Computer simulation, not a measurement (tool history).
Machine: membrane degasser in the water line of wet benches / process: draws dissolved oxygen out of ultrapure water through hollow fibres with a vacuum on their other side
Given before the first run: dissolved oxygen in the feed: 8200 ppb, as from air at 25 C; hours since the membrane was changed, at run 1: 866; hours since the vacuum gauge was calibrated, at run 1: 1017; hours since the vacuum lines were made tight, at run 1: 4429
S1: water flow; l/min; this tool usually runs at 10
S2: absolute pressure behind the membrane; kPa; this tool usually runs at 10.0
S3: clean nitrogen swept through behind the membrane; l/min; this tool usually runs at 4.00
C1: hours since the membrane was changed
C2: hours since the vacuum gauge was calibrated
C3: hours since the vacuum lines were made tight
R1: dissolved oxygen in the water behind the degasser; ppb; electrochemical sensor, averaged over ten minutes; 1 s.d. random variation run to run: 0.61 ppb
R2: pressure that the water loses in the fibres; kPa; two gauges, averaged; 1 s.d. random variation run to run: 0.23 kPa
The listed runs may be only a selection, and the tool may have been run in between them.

run 1 hour=0.0 | S1=10 S2=10.0 S3=4.00 | C1=866 C2=1017 C3=4429 | R1=56.7 R2=58.70
run 2 hour=26.8 | S1=10 S2=10.0 S3=6.22 | C1=893 C2=1044 C3=4456 | R1=41.1 R2=58.25
run 3 hour=57.7 | S1=10 S2=10.0 S3=6.22 | C1=924 C2=1075 C3=4487 | R1=40.6 R2=58.24
run 4 hour=98.4 | S1=10 S2=10.0 S3=6.22 | C1=964 C2=1116 C3=4528 | R1=41.2 R2=58.52
run 5 hour=152.5 | S1=10 S2=10.0 S3=10.46 | C1=1018 C2=1170 C3=4582 | R1=28.9 R2=57.67
run 6 hour=193.8 | S1=10 S2=10.0 S3=10.46 | C1=1060 C2=1211 C3=4623 | R1=29.3 R2=58.29
run 7 hour=245.9 | S1=10 S2=10.0 S3=9.21 | C1=1112 C2=1263 C3=4675 | R1=32.1 R2=58.67
run 8 hour=298.1 | S1=10 S2=10.0 S3=9.21 | C1=1164 C2=1316 C3=4727 | R1=31.4 R2=58.07
run 9 hour=326.0 | S1=10 S2=10.0 S3=4.00 | C1=1192 C2=1343 C3=4755 | R1=56.1 R2=58.29
run 10 hour=353.5 | S1=10 S2=10.0 S3=4.00 | C1=1219 C2=1371 C3=4783 | R1=56.4 R2=58.86
run 11 hour=385.3 | S1=10 S2=10.0 S3=4.00 | C1=1251 C2=1403 C3=4814 | R1=57.1 R2=58.37
run 12 hour=412.9 | S1=10 S2=10.0 S3=4.00 | C1=1279 C2=1430 C3=4842 | R1=57.8 R2=58.83

What will run 13 give?
run 13 hour=450.3 | S1=11 S2=6.1 S3=4.00 | C1=1316 C2=1468 C3=4880 | R1=? R2=?

R1: 39.9 ppb
R2: 64.76 kPa
With no hidden state in the tool, this same run would have given R1 37.0 ppb, R2 63.98 kPa.
